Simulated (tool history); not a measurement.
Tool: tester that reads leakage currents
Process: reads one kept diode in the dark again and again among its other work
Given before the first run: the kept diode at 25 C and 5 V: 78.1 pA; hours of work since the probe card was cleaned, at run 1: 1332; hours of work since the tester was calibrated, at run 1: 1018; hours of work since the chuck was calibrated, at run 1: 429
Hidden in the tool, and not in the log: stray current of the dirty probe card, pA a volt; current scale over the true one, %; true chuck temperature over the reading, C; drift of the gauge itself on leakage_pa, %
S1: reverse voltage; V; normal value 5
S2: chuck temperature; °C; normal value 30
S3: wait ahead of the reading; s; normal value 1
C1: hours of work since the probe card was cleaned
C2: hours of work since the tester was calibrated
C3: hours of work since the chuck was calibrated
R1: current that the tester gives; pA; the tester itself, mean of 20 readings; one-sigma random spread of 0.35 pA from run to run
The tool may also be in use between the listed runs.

run,day,S1,S2,S3,C1,C2,C3,R1
1,0,5,30,1,1332,1018,429,127.46
2,1.142,5,30,7.3,1353,1039,450,127.4
3,2.483,5,30,7.3,1378,1065,475,127.46
4,3.225,5,30,1,1392,1078,489,127.51
5,4.7,5,30,1,1419,1106,516,128.14
6,5.929,5,30,1,1442,1129,539,128.65
7,6.929,5,30,8.53,1461,1147,558,128.11
8,8.125,5,30,8.53,1483,1170,580,127.95
9,9.529,5,30,8.53,1509,1196,606,129.49
10,10.654,1.45,30,1,1530,1217,627,81.04
11,11.392,1.45,30,1,1544,1231,641,81.31
12,12.55,5,54,1,1566,1252,663,678
13,13.733,5,30,1,1588,1274,685,130.43
14,14.958,5,30,1,1611,1297,707,130.67
# day 15.912: chuck's temperature calibrated
15,15.992,5,51,1,1628,1315,2,522.62
16,17.017,5,51,1,1647,1334,21,521.52
17,18.371,6.63,30,1,1673,1359,46,136.35
18,19.35,6.63,30,1,1691,1377,64,136.95
19,20.45,6.63,30,1,1711,1398,85,136.97
20,21.554,6.63,30,1,1732,1418,105,137.17
21,22.517,5,30,1,1750,1436,123,122.05
22,23.825,5,30,1,1774,1461,148,123.66
23,24.917,1.48,35,5.03,1795,1481,168,111.13
24,25.975,6.5,48,5.16,1814,1501,188,475.76
25,27.058,4.11,38,2.54,1835,1521,208,204.66
26,27.883,1.44,59,1.57,1850,1537,223,567.43
27,29.133,5,21,1,1873,1560,246,65.23
28,30.55,1.57,27,2.12,1900,1586,273,63.87
29,31.329,1.57,27,2.12,1914,1601,287,64.27

What does the tool deliver on the next run?
30,32.183,4.45,27,4.18,1930,1617,303,?

Run 30 produced R1 95.89 pA.
Were there no unlogged condition in the tool, this run, its random variation unchanged, would have produced R1 87.79 pA.

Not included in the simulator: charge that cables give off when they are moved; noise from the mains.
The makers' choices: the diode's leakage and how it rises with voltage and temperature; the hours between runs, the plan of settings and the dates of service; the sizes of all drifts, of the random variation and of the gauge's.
